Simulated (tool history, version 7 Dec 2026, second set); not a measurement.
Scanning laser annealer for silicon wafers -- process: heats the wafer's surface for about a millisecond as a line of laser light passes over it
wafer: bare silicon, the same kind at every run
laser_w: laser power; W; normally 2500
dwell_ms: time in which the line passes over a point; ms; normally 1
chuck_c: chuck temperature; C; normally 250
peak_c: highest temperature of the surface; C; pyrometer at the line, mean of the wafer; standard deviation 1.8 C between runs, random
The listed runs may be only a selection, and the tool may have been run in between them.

run 1 day=0 | laser_w=2500 dwell_ms=1 chuck_c=250 | peak_c=1011
run 2 day=0.308 | laser_w=2500 dwell_ms=1 chuck_c=250 | peak_c=1008
run 3 day=0.75 | laser_w=2500 dwell_ms=1 chuck_c=250 | peak_c=1011
run 4 day=1.262 | laser_w=2500 dwell_ms=1 chuck_c=250 | peak_c=1009
run 5 day=1.742 | laser_w=2500 dwell_ms=1 chuck_c=250 | peak_c=1009
run 6 day=2.442 | laser_w=2500 dwell_ms=1.09 chuck_c=250 | peak_c=1037
run 7 day=2.879 | laser_w=2500 dwell_ms=1 chuck_c=250 | peak_c=1009
run 8 day=3.288 | laser_w=2500 dwell_ms=1 chuck_c=250 | peak_c=1009
run 9 day=3.842 | laser_w=2500 dwell_ms=1 chuck_c=250 | peak_c=1009
run 10 day=4.321 | laser_w=2500 dwell_ms=1 chuck_c=250 | peak_c=1009
run 11 day=4.629 | laser_w=2500 dwell_ms=1 chuck_c=250 | peak_c=1009
run 12 day=5.088 | laser_w=2500 dwell_ms=1 chuck_c=250 | peak_c=1008
run 13 day=5.612 | laser_w=2500 dwell_ms=1 chuck_c=249 | peak_c=1006
run 14 day=6.288 | laser_w=2500 dwell_ms=1 chuck_c=249 | peak_c=1007
run 15 day=6.979 | laser_w=2500 dwell_ms=1 chuck_c=249 | peak_c=1004
run 16 day=7.412 | laser_w=2500 dwell_ms=1 chuck_c=249 | peak_c=1006
run 17 day=7.95 | laser_w=2500 dwell_ms=1 chuck_c=249 | peak_c=1005
run 18 day=8.454 | laser_w=2500 dwell_ms=1 chuck_c=249 | peak_c=1005
run 19 day=8.888 | laser_w=2500 dwell_ms=1 chuck_c=249 | peak_c=1005
run 20 day=9.508 | laser_w=2500 dwell_ms=1 chuck_c=286 | peak_c=1042
run 21 day=10.154 | laser_w=2472 dwell_ms=0.99 chuck_c=250 | peak_c=996
run 22 day=10.779 | laser_w=2537 dwell_ms=0.99 chuck_c=250 | peak_c=1014
run 23 day=11.317 | laser_w=2537 dwell_ms=0.99 chuck_c=250 | peak_c=1013
run 24 day=11.962 | laser_w=2537 dwell_ms=0.99 chuck_c=250 | peak_c=1010
run 25 day=12.425 | laser_w=2238 dwell_ms=1 chuck_c=250 | peak_c=932
run 26 day=13.025 | laser_w=2500 dwell_ms=1 chuck_c=221 | peak_c=975
run 27 day=13.546 | laser_w=2500 dwell_ms=1 chuck_c=221 | peak_c=975
run 28 day=13.871 | laser_w=2500 dwell_ms=1 chuck_c=221 | peak_c=977
run 29 day=14.408 | laser_w=2500 dwell_ms=1 chuck_c=221 | peak_c=974
run 30 day=14.792 | laser_w=2500 dwell_ms=1 chuck_c=221 | peak_c=973
run 31 day=15.475 | laser_w=2341 dwell_ms=0.77 chuck_c=234 | peak_c=865
run 32 day=15.9 | laser_w=2341 dwell_ms=0.77 chuck_c=234 | peak_c=866
run 33 day=16.404 | laser_w=2696 dwell_ms=1.06 chuck_c=211 | peak_c=1042
run 34 day=17.054 | laser_w=2696 dwell_ms=1.06 chuck_c=211 | peak_c=1041
run 35 day=17.375 | laser_w=2331 dwell_ms=0.82 chuck_c=222 | peak_c=869
run 36 day=17.771 | laser_w=2212 dwell_ms=0.82 chuck_c=256 | peak_c=877
run 37 day=18.271 | laser_w=2134 dwell_ms=1 chuck_c=271 | peak_c=926
run 38 day=18.812 | laser_w=2134 dwell_ms=1.15 chuck_c=271 | peak_c=969
run 39 day=19.417 | laser_w=2594 dwell_ms=0.99 chuck_c=250 | peak_c=1024
run 40 day=20.054 | laser_w=2594 dwell_ms=0.99 chuck_c=250 | peak_c=1023

The log once held 2 entries between its listed runs, left out of this copy. Where does each go, and what is different about the tool's unlogged condition between the listed run before it and the listed run after it?
Run 24 -> run 25: laser's power meter calibrated (day 12.15)
  light that passes the window, % of a clean one's: 98.2 -> 98.19; laser's true power over the reading, %: -0.51 -> -0.69
  the result without the hidden state subtracted from the measured one, peak_c: -20 -> -19 C
Run 31 -> run 32: laser's power meter calibrated, once more (day 15.742)
  light that passes the window, % of a clean one's: 98.09 -> 98.08; laser's true power over the reading, %: -0.72 -> -0.28
  the result without the hidden state subtracted from the measured one, peak_c: -19 -> -16 C

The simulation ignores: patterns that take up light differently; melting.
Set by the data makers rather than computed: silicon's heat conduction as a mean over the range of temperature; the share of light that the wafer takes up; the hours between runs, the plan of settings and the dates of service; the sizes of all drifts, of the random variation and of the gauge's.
